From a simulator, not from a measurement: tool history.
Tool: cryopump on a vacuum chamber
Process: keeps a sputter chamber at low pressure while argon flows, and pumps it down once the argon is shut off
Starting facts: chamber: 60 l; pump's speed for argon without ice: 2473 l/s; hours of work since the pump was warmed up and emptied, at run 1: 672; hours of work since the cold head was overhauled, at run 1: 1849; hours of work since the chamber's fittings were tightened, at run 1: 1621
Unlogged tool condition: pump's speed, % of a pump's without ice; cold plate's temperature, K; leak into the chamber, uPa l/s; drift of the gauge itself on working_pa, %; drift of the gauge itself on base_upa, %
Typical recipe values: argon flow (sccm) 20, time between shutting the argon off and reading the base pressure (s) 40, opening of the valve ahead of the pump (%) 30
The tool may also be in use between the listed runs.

run	day	argon flow (sccm)	time between shutting the argon off and reading the base pressure (s)	opening of the valve ahead of the pump (%)	hours of work since the pump was warmed up and emptied	hours of work since the cold head was overhauled	hours of work since the chamber's fittings were tightened	pressure while argon flows (Pa)	pressure after the wait (uPa)
1	0	20	40	30	672	1849	1621	0.0483	1.85
2	5.25	20	40	30	777	1953	1725	0.0486	1.94
3	8.862	25	40	30	849	2025	1797	0.0618	1.99
4	12.054	25	40	30	912	2089	1861	0.0622	2.04
5	15.092	20	40	30	973	2149	1921	0.05	2.06
6	20.562	20	107	30	1082	2258	2030	0.0505	1.48
7	23.329	20	107	30	1137	2313	2085	0.0508	1.56
# day 25.658: pump warmed up, emptied and cooled again
8	25.888	20	107	30	5	2360	2132	0.0462	1.25
9	29.892	20	107	30	84	2440	2212	0.0458	1.24
10	35.242	20	172	30	191	2546	2318	0.0466	1.2
# day 38.175: leaking fittings of the chamber tightened, without venting
11	38.558	20	172	30	255	2611	8	0.0471	0.4
12	42.521	14	40	25	334	2690	86	0.039	1.21
13	45.221	24	279	50	388	2743	140	0.0348	0.35
14	50.233	24	279	50	488	2843	240	0.0357	0.43
15	52.508	33	136	51	533	2889	285	0.0477	0.61
16	54.708	16	40	30	577	2932	329	0.0389	1.33
17	58.192	16	40	30	646	3002	399	0.0384	1.37
18	62.7	23	90	21	736	3091	488	0.0787	0.82
19	65.562	23	90	21	793	3148	545	0.0789	0.84

Describe how what the log doesn't record of the tool's condition differs between the last listed run preceding each entry between runs and the first listed run following it.
Run 7 -> run 8: pump warmed up, emptied and cooled again (day 25.658)
  pump's speed, % of a pump's without ice: 72.3 -> 99.8; cold plate's temperature, K: 12.74 -> 12.75; leak into the chamber, uPa l/s: 2036 -> 2070
  difference, measured minus the result without the unlogged condition, pressure while argon flows (Pa): +0.0055 -> +0.0002; pressure after the wait (uPa): +1.05 -> +0.73
Run 10 -> run 11: leaking fittings of the chamber tightened, without venting (day 38.175)
  pump's speed, % of a pump's without ice: 95.4 -> 93.6; cold plate's temperature, K: 12.8 -> 12.82; leak into the chamber, uPa l/s: 2215 -> 348
  difference, measured minus the result without the unlogged condition, pressure while argon flows (Pa): +0.0009 -> +0.0012; pressure after the wait (uPa): +0.83 -> +0.03

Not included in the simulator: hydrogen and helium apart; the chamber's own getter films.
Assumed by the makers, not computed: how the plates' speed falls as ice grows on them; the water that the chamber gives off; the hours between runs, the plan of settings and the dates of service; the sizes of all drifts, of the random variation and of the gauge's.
